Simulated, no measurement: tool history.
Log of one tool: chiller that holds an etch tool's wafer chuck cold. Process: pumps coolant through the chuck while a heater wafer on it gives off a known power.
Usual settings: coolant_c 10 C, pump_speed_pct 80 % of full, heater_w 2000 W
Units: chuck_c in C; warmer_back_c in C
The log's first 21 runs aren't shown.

run	hour	coolant_c	pump_speed_pct	heater_w	hours since the coolant was changed and the channels were flushed	hours since the pump was overhauled	hours since the chiller's thermometer was calibrated	chuck_c	warmer_back_c
22	2709.4	6	93	2735	5268	1181	856	27.8	7.01
23	2892.7	3	83	1494	5451	1365	1039	15.8	4.36
# hour 3069.0: coolant changed, channels flushed
24	3069.0	3	83	1494	0	1535	1209	13.2	4.36
25	3252.4	3	63	2575	183	1718	1393	24.2	10.00
26	3402.2	10	80	1246	333	1868	1543	18.7	3.82
27	3535.1	10	80	1246	466	2001	1676	18.9	3.81
28	3675.2	18	66	2777	606	2141	1816	40.7	10.47
29	3832.8	18	66	2777	764	2299	1973	40.9	10.39
30	3919.3	12	96	2643	850	2385	2060	29.1	6.79
31	4078.3	4	68	1308	1009	2544	2219	14.5	4.78

Forecast each of these 4 alternatives for the next run:
A	4184.8	3	85	1195	1116	2651	2325	?	?
B	4184.8	17	80	2930	1116	2651	2325	?	?
C	4184.8	1	68	1028	1116	2651	2325	?	?
D	4184.8	10	81	2785	1116	2651	2325	?	?

run	chuck_c	warmer_back_c
A	11.1	3.45
B	38.6	9.13
C	9.1	3.74
D	30.5	8.52
Without the tool's hidden state the same runs would have given:
run	chuck_c	warmer_back_c
A	10.9	3.30
B	37.4	8.72
C	8.9	3.57
D	29.4	8.14

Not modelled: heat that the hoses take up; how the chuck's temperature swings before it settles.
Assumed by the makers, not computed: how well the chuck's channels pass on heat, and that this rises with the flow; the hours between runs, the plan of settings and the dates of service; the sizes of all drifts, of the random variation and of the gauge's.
